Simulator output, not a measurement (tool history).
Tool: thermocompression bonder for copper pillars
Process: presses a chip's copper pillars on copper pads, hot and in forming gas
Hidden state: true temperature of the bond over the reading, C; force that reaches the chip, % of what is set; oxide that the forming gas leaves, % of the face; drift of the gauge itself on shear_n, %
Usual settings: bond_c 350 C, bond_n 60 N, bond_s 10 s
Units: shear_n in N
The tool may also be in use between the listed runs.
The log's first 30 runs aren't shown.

run,hour,bond_c,bond_n,bond_s,hours of work since the heater was calibrated,hours of work since the force cell was calibrated,hours of work since the gas filter was changed,shear_n
31,1318.2,377,37,12,150,485,443,92.3
# hour 1330.6: forming gas filter changed
32,1345.3,377,37,12,169,505,11,101.3
33,1388.7,362,36,9,201,537,43,79.4
34,1436.9,350,45,10,237,572,78,86.1
35,1494.1,379,60,5,279,614,121,105.6
36,1541.1,326,60,14,314,649,155,89.7
37,1590.5,335,55,10,350,686,192,81.8
38,1644.1,335,55,10,390,725,231,80.2

3 ways to go on from here, each from the tool as it stands after run 38. What would each give?
A,1676.5,350,73,9,414,749,255,?
B,1676.5,335,55,18,414,749,255,?
C,1676.5,325,55,6,414,749,255,?

run,shear_n
A,104.7
B,95.6
C,58.9
Without the tool's hidden state the same runs would have given:
run,shear_n
A,118.8
B,109.8
C,70.2
